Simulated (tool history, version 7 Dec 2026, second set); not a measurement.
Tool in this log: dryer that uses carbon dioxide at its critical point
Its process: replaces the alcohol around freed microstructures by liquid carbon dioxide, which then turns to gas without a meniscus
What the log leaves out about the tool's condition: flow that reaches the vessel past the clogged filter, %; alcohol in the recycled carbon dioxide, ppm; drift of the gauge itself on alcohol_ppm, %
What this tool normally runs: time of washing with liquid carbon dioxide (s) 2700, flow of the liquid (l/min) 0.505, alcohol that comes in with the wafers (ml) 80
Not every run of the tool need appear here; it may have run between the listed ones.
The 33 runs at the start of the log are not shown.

| run | hour | time of washing with liquid carbon dioxide (s) | flow of the liquid (l/min) | alcohol that comes in with the wafers (ml) | hours of work since the filter was changed | hours of work since the purifier's bed was changed | alcohol left in the vessel before it's heated (ppm by volume) |
|---|---|---|---|---|---|---|---|
| 34 | 213.8 | 3840 | 0.658 | 51 | 129 | 174 | 77 |
| 35 | 219 | 3840 | 0.658 | 51 | 132 | 177 | 83 |
| 36 | 227 | 3840 | 0.658 | 51 | 135 | 181 | 90 |
| 37 | 234.1 | 3840 | 0.658 | 51 | 139 | 184 | 96 |
| 38 | 241.4 | 3840 | 0.658 | 66 | 143 | 188 | 82 |
| 39 | 250.5 | 2940 | 0.73 | 91 | 147 | 192 | 100 |
| 40 | 259.2 | 2700 | 0.498 | 80 | 151 | 196 | 271 |
| 41 | 263.7 | 2700 | 0.336 | 80 | 153 | 199 | 987 |
| 42 | 270.4 | 3120 | 0.604 | 97 | 157 | 202 | 126 |
| 43 | 280 | 1920 | 0.39 | 23 | 161 | 207 | 527 |
| 44 | 285.1 | 3540 | 0.686 | 47 | 164 | 209 | 95 |
| 45 | 290.6 | 2700 | 0.505 | 74 | 167 | 212 | 251 |
| 46 | 298.4 | 1860 | 0.505 | 32 | 170 | 216 | 409 |

Predict each of these 3 candidate next runs independently; none follows another, all start after run 46:
| A | 306.4 | 2700 | 0.505 | 23 | 174 | 220 | ? |
| B | 306.4 | 1860 | 0.819 | 115 | 174 | 220 | ? |
| C | 306.4 | 3600 | 0.6 | 118 | 174 | 220 | ? |

| run | alcohol left in the vessel before it's heated (ppm by volume) |
|---|---|
| A | 150 |
| B | 242 |
| C | 126 |
With the hidden condition removed and each run's random variation left untouched, the same runs would have given:
| run | alcohol left in the vessel before it's heated (ppm by volume) |
|---|---|
| A | 35 |
| B | 84 |
| C | 19 |
